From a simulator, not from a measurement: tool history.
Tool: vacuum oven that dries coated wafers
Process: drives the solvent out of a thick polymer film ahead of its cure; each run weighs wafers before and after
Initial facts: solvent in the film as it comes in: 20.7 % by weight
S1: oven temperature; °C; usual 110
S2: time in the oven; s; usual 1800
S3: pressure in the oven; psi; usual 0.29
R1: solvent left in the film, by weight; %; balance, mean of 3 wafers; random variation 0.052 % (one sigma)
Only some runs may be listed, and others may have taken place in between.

Run 1, day 0: usual settings. Result: R1 1.54 %.
Run 2, day 0.288: usual settings but S2 1860 s. Result: R1 1.51 %.
Run 3, day 0.85: usual settings. Result: R1 1.56 %.
Run 4, day 1.433: usual settings. Result: R1 1.55 %.
Run 5, day 1.938: usual settings but S1 121 °C. Result: R1 0.63 %.
Run 6, day 2.275: usual settings. Result: R1 1.59 %.
Run 7, day 2.625: usual settings but S2 1260 s. Result: R1 2.76 %.
Run 8, day 3.2: usual settings but S1 113 °C, S2 1260 s, S3 0.323 psi. Result: R1 2.11 %.
Run 9, day 3.646: usual settings but S1 122 °C, S2 900 s, S3 0.648 psi. Result: R1 2.08 %.
Run 10, day 4.296: usual settings but S1 120 °C, S2 2160 s. Result: R1 0.66 %.
Run 11, day 4.808: usual settings but S1 118 °C, S2 2220 s. Result: R1 0.68 %.
Run 12, day 5.254: usual settings but S1 95 °C, S2 2280 s, S3 0.167 psi. Result: R1 4.14 %.
Run 13, day 5.875: usual settings but S1 95 °C, S2 2280 s, S3 0.167 psi. Result: R1 4.26 %.

What if the next run were any one of these 5? Each begins from the tool's condition after run 13:
Run A, day 6.154: usual settings but S1 95 °C, S2 3000 s, S3 0.738 psi. Result: R1 ?.
Run B, day 6.154: usual settings but S2 2820 s. Result: R1 ?.
Run C, day 6.154: usual settings but S2 2280 s, S3 0.869 psi. Result: R1 ?.
Run D, day 6.154: usual settings but S1 122 °C, S2 2280 s, S3 0.167 psi. Result: R1 ?.
Run E, day 6.154: usual settings but S1 111 °C, S2 2280 s, S3 0.519 psi. Result: R1 ?.

run    R1
  A  5.33
  B  1.06
  C  2.86
  D   0.4
  E  1.75
Stripped of hidden state, with their random variation kept, the same runs would have yielded:
run    R1
  A   4.9
  B  0.92
  C  2.65
  D  0.33
  E  1.58

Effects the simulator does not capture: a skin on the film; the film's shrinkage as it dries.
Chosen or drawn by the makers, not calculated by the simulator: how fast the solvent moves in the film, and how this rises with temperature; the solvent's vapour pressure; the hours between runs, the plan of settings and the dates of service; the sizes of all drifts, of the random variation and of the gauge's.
